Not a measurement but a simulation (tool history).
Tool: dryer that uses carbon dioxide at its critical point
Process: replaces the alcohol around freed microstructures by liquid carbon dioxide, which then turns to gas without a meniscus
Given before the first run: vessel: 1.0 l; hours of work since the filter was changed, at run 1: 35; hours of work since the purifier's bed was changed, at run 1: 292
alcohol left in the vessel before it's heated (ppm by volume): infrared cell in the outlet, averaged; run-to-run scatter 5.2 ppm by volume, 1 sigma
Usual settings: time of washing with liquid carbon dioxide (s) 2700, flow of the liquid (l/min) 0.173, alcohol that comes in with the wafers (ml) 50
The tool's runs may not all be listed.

run    hour  time of washing with liquid carbon dioxide (s)  flow of the liquid (l/min)  alcohol that comes in with the wafers (ml)  hours of work since the filter was changed  hours of work since the purifier's bed was changed  alcohol left in the vessel before it's heated (ppm by volume)
  1       0                                            2700                       0.173                                          50                                          35                                                 292                                                            113
  2    47.2                                            2700                       0.173                                          50                                          64                                                 320                                                            107
  3    93.9                                            2700                       0.173                                          50                                          93                                                 349                                                            125
  4   131.2                                            2700                       0.173                                          50                                         115                                                 371                                                            120
  5   186.1                                            2700                       0.173                                          50                                         149                                                 405                                                            127
  6   231.4                                            2700                       0.173                                          50                                         176                                                 432                                                            138
  7   261.5                                            2700                       0.173                                          50                                         194                                                 450                                                            140
  8   308.4                                            2700                       0.173                                          50                                         223                                                 479                                                            138
  9   349.6                                            2700                       0.173                                          50                                         248                                                 504                                                            149
 10   387.3                                            2700                       0.173                                          50                                         271                                                 527                                                            148
 11   428.7                                            2700                       0.173                                          50                                         296                                                 552                                                            156
 12   463.1                                            2700                       0.113                                          50                                         317                                                 573                                                           1027
 13   495.6                                            2700                       0.113                                          50                                         337                                                 593                                                           1083
 14   541.8                                            2700                       0.173                                          79                                         365                                                 621                                                            230
 15   597.1                                            2700                       0.173                                          79                                         398                                                 655                                                            251
 16     653                                            1860                        0.12                                          43                                         432                                                 688                                                           2608
 17   678.2                                            2100                       0.116                                          57                                         448                                                 704                                                           2757
 18   703.3                                            2100                       0.116                                          57                                         463                                                 719                                                           2702
 19   734.1                                            2700                       0.183                                          37                                         482                                                 738                                                            130
 20   759.1                                            2700                       0.107                                          50                                         497                                                 753                                                           1423
      808.4  -- inlet filter changed
 21   808.4                                            3720                       0.121                                          78                                           0                                                 782                                                            251
      827.8  -- purifier's bed changed
 22   860.5                                            2700                       0.287                                          27                                          30                                                  20                                                              8
 23   894.2                                            1860                       0.126                                         119                                          50                                                  40                                                           5336
 24   935.1                                            1860                       0.253                                          93                                          75                                                  65                                                            153
 25   968.9                                            1860                       0.253                                          93                                          96                                                  86                                                            162
 26   996.7                                            1680                       0.253                                          93                                         113                                                 103                                                            284
 27  1019.3                                            3120                       0.173                                          53                                         126                                                 116                                                             47
 28  1059.3                                            4200                       0.173                                          50                                         151                                                 141                                                             17
 29  1096.7                                            2580                       0.109                                         116                                         173                                                 163                                                           2944
 30  1128.6                                            2580                       0.109                                         116                                         193                                                 183                                                           3053

Consider 4 possible next runs. They are alternatives, not a sequence: every one starts from the tool as it was left by run 30. What does each give?
  A  1154.7                                            2400                       0.173                                          50                                         209                                                 199                                                              ?
  B  1154.7                                            2160                       0.124                                          33                                         209                                                 199                                                              ?
  C  1154.7                                            2220                       0.127                                          81                                         209                                                 199                                                              ?
  D  1154.7                                            1860                       0.109                                          33                                         209                                                 199                                                              ?

run  alcohol left in the vessel before it's heated (ppm by volume)
  A                                                            223
  B                                                           1018
  C                                                           2072
  D                                                           2384
Stripped of hidden state, with their random variation kept, the same runs would have yielded:
run  alcohol left in the vessel before it's heated (ppm by volume)
  A                                                            165
  B                                                            872
  C                                                           1776
  D                                                           2132
